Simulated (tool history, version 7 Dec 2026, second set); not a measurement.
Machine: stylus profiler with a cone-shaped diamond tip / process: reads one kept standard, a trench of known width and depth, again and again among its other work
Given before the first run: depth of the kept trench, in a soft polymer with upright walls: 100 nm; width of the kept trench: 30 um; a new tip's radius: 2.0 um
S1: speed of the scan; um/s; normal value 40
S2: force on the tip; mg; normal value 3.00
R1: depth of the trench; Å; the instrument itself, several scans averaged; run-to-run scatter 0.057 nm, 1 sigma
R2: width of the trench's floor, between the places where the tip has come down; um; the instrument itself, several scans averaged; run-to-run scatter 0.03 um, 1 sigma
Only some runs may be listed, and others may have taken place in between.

Run 1, hour 0.0: usual settings. Result: R1 1006.2 Å, R2 27.86 um.
Run 2, hour 74.1: usual settings. Result: R1 1006.8 Å, R2 27.83 um.
Run 3, hour 182.1: usual settings. Result: R1 1005.2 Å, R2 27.80 um.
At hour 190.6: height scale calibrated on a step standard.
Run 4, hour 252.9: usual settings. Result: R1 1003.4 Å, R2 27.80 um.
Run 5, hour 364.8: usual settings but S2 6.62 mg. Result: R1 1011.3 Å, R2 27.80 um.
Run 6, hour 467.9: usual settings but S2 6.62 mg. Result: R1 1011.4 Å, R2 27.71 um.
Run 7, hour 524.0: usual settings but S2 6.62 mg. Result: R1 1011.4 Å, R2 27.72 um.
Run 8, hour 609.9: usual settings but S2 4.86 mg. Result: R1 1006.9 Å, R2 27.66 um.
Run 9, hour 677.6: usual settings. Result: R1 1002.3 Å, R2 27.63 um.
Run 10, hour 759.7: usual settings but S2 1.00 mg. Result: R1 995.9 Å, R2 27.50 um.
At hour 794.2: height scale calibrated on a step standard, once more.
At hour 844.8: new tip fitted, height scale calibrated.
Run 11, hour 882.9: usual settings but S2 8.35 mg. Result: R1 1023.0 Å, R2 28.65 um.
Run 12, hour 937.5: usual settings but S2 8.35 mg. Result: R1 1024.2 Å, R2 28.57 um.
Run 13, hour 1029.0: usual settings but S2 5.28 mg. Result: R1 1017.3 Å, R2 28.55 um.
Run 14, hour 1103.5: usual settings but S2 5.28 mg. Result: R1 1015.7 Å, R2 28.49 um.
Run 15, hour 1185.4: usual settings but S2 5.28 mg. Result: R1 1015.8 Å, R2 28.41 um.
Run 16, hour 1249.2: usual settings but S2 5.28 mg. Result: R1 1016.1 Å, R2 28.40 um.
Run 17, hour 1342.5: usual settings but S1 158 um/s, S2 1.02 mg. Result: R1 1003.9 Å, R2 27.13 um.
Run 18, hour 1445.7: usual settings but S1 26 um/s. Result: R1 1009.3 Å, R2 28.29 um.
Run 19, hour 1539.1: usual settings but S1 134 um/s, S2 1.88 mg. Result: R1 1006.2 Å, R2 27.57 um.
Run 20, hour 1661.5: usual settings but S1 25 um/s, S2 3.48 mg. Result: R1 1009.5 Å, R2 28.28 um.
Run 21, hour 1766.3: usual settings but S1 25 um/s, S2 3.48 mg. Result: R1 1010.3 Å, R2 28.25 um.
Run 22, hour 1889.1: usual settings but S1 82 um/s, S2 1.10 mg. Result: R1 1003.3 Å, R2 27.60 um.
Run 23, hour 1944.1: usual settings but S1 82 um/s, S2 1.10 mg. Result: R1 1003.4 Å, R2 27.58 um.
Run 24, hour 2064.5: usual settings but S1 12 um/s. Result: R1 1007.3 Å, R2 28.10 um.
Run 25, hour 2157.8: usual settings but S1 10 um/s, S2 1.36 mg. Result: R1 1003.5 Å, R2 28.13 um.
Run 26, hour 2215.2: usual settings but S1 10 um/s, S2 1.36 mg. Result: R1 1003.1 Å, R2 28.03 um.
Run 27, hour 2280.8: usual settings but S1 10 um/s, S2 1.36 mg. Result: R1 1003.9 Å, R2 28.06 um.
Run 28, hour 2345.6: usual settings but S1 26 um/s, S2 1.58 mg. Result: R1 1002.8 Å, R2 27.95 um.
Run 29, hour 2427.6: usual settings but S1 46 um/s, S2 3.60 mg. Result: R1 1008.6 Å, R2 27.89 um.

Forecast each of these 5 alternatives for the next run:
Run A, hour 2517.7: usual settings but S1 19 um/s, S2 5.05 mg. Result: R1 ?, R2 ?.
Run B, hour 2517.7: usual settings but S1 11 um/s, S2 4.29 mg. Result: R1 ?, R2 ?.
Run C, hour 2517.7: usual settings but S1 75 um/s, S2 7.06 mg. Result: R1 ?, R2 ?.
Run D, hour 2517.7: usual settings but S1 12 um/s, S2 3.60 mg. Result: R1 ?, R2 ?.
Run E, hour 2517.7: usual settings but S1 42 um/s, S2 2.99 mg. Result: R1 ?, R2 ?.

run      R1     R2
  A  1010.7  28.03
  B  1010.1  27.98
  C  1016.5  27.78
  D  1008.5  28.01
  E  1007.1  27.84
What these runs would have given with no unlogged condition in the tool:
run      R1     R2
  A  1015.5  28.72
  B  1014.9  28.68
  C  1021.3  28.47
  D  1013.3  28.71
  E  1011.9  28.54
